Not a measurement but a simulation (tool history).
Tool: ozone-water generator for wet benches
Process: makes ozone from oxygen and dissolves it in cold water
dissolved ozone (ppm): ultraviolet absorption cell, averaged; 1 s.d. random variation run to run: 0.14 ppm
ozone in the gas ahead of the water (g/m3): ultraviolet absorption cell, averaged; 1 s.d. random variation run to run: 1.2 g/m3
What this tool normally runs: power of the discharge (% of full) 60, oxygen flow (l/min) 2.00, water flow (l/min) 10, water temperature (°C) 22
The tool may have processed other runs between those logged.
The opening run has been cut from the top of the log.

run	day	power of the discharge (% of full)	oxygen flow (l/min)	water flow (l/min)	water temperature (°C)	dissolved ozone (ppm)	ozone in the gas ahead of the water (g/m3)
2	4.592	60	2.00	10	22	16.1	218.6
3	10.333	60	2.00	10	22	15.9	220.6
4	16.196	60	1.32	10	22	14.1	254.5
5	21.112	60	2.00	9	22	17.3	217.2
6	23.571	60	2.00	9	22	17.3	218.6
7	28.458	60	2.00	10	22	15.8	217.4
8	33.500	60	2.00	7	22	20.7	220.1
9	36.875	60	2.00	7	22	20.4	217.2
10	40.900	60	2.00	7	22	20.8	216.8
11	44.004	60	2.00	15	22	10.9	217.4
12	49.125	60	2.00	15	22	11.1	217.2
13	52.758	60	2.00	8	22	18.4	217.0
14	57.212	60	2.00	8	22	18.8	220.1
15	63.067	60	2.00	8	19	19.6	215.6
16	68.633	60	2.00	8	24	18.3	218.1

Run 17 has not been measured yet. What should we expect?
17	71.254	60	2.00	8	24	?	?

{"run 17": {"dissolved ozone (ppm)": 18.0, "ozone in the gas ahead of the water (g/m3)": 217.3}}
On a tool with no hidden condition, and with the same random variation, this run would have come out at dissolved ozone (ppm) 19.6, ozone in the gas ahead of the water (g/m3) 228.4.

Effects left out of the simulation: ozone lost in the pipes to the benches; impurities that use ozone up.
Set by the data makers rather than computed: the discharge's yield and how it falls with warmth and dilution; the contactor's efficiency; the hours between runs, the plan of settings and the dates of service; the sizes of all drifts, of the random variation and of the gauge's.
